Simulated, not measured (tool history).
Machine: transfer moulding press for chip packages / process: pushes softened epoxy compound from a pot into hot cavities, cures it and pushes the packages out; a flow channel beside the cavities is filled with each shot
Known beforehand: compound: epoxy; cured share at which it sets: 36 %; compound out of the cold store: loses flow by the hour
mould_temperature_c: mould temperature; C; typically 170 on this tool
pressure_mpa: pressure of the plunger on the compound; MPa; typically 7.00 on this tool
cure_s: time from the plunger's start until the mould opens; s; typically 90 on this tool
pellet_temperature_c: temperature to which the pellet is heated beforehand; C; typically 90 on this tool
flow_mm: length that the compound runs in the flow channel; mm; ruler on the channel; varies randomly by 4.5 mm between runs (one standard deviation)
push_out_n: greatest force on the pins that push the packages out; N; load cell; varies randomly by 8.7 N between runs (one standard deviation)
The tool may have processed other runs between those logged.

run   hour  mould_temperature_c  pressure_mpa  cure_s  pellet_temperature_c  incoming compound's hours out of the cold store  flow_mm  push_out_n
  1    0.0                  170          7.00      90                    90                                             45.7      653         623
  2    7.2                  170          7.00      90                    99                                             14.7      712         640
      17.8  -- cavities cleaned with cleaning compound and waxed
  3   17.9                  170          7.00      90                    99                                             20.1      702         809
  4   26.6                  170          7.00     100                    99                                             36.8      663         717
      29.8  -- mould's thermocouples calibrated
  5   35.6                  170          7.00      90                    90                                             10.3      723         880
  6   49.1                  170          7.64      90                    90                                             22.3      720         851
  7   56.5                  170          7.64      90                    90                                             25.1      713         865
      66.8  -- cavities cleaned with cleaning compound and waxed
  8   70.1                  170          7.00      90                    90                                             39.3      652         447
  9   77.3                  170          7.00      90                    90                                             23.0      681         517
 10   89.2                  170          7.00      90                    90                                             26.7      675         617
 11   95.8                  170          7.00      90                    82                                             20.4      685         674
      98.9  -- cavities cleaned with cleaning compound and waxed, once more
 12  103.8                  170          7.00      90                    82                                             27.6      671         463
 13  112.6                  170          7.00      90                    82                                             36.2      656         537
 14  119.9                  170          7.00      90                    90                                             26.5      668         602
 15  131.6                  170          7.00      90                    90                                             39.8      640         667
 16  143.5                  168          6.70      90                    92                                             33.5      646         803
     145.8  -- cavities cleaned with cleaning compound and waxed
 17  153.5                  168          6.70      90                    92                                             45.6      616         515
 18  160.1                  168          6.70      90                    92                                             45.5      618         589
 19  167.6                  168          6.70      90                    92                                             44.2      626         666
 20  173.9                  175          6.35      90                    90                                             40.8      600         549
 21  185.0                  175          6.35      79                    90                                             46.8      586         669
     192.7  -- cavities cleaned with cleaning compound and waxed
 22  195.0                  168          6.35      79                    90                                             33.2      614         592
 23  206.4                  162          6.66      83                    80                                             45.8      624        1093
 24  215.9                  162          6.66      83                    80                                              9.4      687        1380
 25  227.2                  170          6.11      78                    90                                             10.2      636         917
 26  235.4                  170          6.11      78                    90                                             23.1      614         953
     239.8  -- cavities cleaned with cleaning compound and waxed
 27  248.6                  164          6.11      78                    90                                             37.5      604        1008
 28  258.5                  164          6.11      78                    90                                             47.1      583        1154
 29  266.8                  164          6.11     112                    90                                             47.1      583         606

Selected run-to-run steps in flow_mm, each split into two signed amounts: the part the tool would show with no hidden state at all (from settings, incoming material and random variation), and the remainder, which goes to the hidden state together with any gauge scatter not common to the measured and the hidden-state-free results:
Unlogged tool condition in this case: true mould temperature over the reading, C; pressure that reaches the compound, % of what is set; grip of the stained cavities, % over clean ones'; drift of the gauge itself on flow_mm, %; drift of the gauge itself on push_out_n, %.
Run 7 -> 8: pressure_mpa 7.64 -> 7.00, cavities cleaned with cleaning compound and waxed. flow_mm -61 mm: hidden state +0, all else -61.
Run 21 -> 22: mould_temperature_c 175 -> 168, cavities cleaned with cleaning compound and waxed. flow_mm +28 mm: hidden state -4, all else +32.
Run 23 -> 24: settings left as they were, no log entry in between. flow_mm +63 mm: hidden state -6, all else +69.
